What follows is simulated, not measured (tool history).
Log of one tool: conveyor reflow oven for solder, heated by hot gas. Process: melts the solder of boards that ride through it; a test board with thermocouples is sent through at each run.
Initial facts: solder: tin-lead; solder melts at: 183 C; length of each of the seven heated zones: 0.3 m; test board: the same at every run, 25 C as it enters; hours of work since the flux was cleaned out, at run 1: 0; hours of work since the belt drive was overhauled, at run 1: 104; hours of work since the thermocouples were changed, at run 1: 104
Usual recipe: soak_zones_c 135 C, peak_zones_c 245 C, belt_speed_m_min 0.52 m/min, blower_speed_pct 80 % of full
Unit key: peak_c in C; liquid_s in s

| run | hour | soak_zones_c | peak_zones_c | belt_speed_m_min | blower_speed_pct | hours of work since the flux was cleaned out | hours of work since the belt drive was overhauled | hours of work since the thermocouples were changed | peak_c | liquid_s |
|---|---|---|---|---|---|---|---|---|---|---|
| 1 | 0 | 135 | 245 | 0.52 | 80 | 0 | 104 | 104 | 225.6 | 55.6 |
| 2 | 45.4 | 135 | 245 | 0.52 | 80 | 29 | 133 | 133 | 225.4 | 55.4 |
| 3 | 119.8 | 135 | 245 | 0.52 | 80 | 78 | 181 | 181 | 225.5 | 55.9 |
| 4 | 172 | 135 | 245 | 0.52 | 80 | 112 | 215 | 215 | 225.8 | 55.3 |
| 5 | 219.1 | 135 | 245 | 0.472 | 80 | 142 | 246 | 246 | 228.5 | 64 |
| 6 | 280.3 | 135 | 245 | 0.472 | 80 | 182 | 286 | 286 | 229 | 63.6 |
| 7 | 358.1 | 135 | 245 | 0.503 | 80 | 233 | 336 | 336 | 226.1 | 58.6 |
|  | 376.9 | flux residue cleaned out of gas plates and filters |
| 8 | 405.8 | 135 | 245 | 0.503 | 80 | 19 | 364 | 364 | 226.6 | 58.5 |
| 9 | 477.5 | 135 | 245 | 0.52 | 80 | 65 | 410 | 410 | 225.3 | 56 |
| 10 | 523.2 | 135 | 245 | 0.52 | 80 | 95 | 440 | 440 | 225.8 | 55.6 |
| 11 | 578 | 135 | 245 | 0.52 | 80 | 131 | 476 | 476 | 224.9 | 55.3 |
| 12 | 655.2 | 135 | 245 | 0.52 | 80 | 181 | 526 | 526 | 225.2 | 55.9 |
|  | 689.5 | thermocouples of zones 6 and 7 changed |
| 13 | 695.6 | 131 | 245 | 0.52 | 80 | 206 | 551 | 4 | 223.8 | 54.6 |

Run 14 has not been measured yet. What should we expect?
|  | 757.5 | flux residue cleaned out of gas plates and filters |
| 14 | 768.2 | 131 | 245 | 0.52 | 80 | 7 | 595 | 48 | ? | ? |

Run 14 measured peak_c 224.9 C, liquid_s 54.4 s.
Had the tool carried no hidden state, the very same run would have given peak_c 224.8 C, liquid_s 54.3 s.

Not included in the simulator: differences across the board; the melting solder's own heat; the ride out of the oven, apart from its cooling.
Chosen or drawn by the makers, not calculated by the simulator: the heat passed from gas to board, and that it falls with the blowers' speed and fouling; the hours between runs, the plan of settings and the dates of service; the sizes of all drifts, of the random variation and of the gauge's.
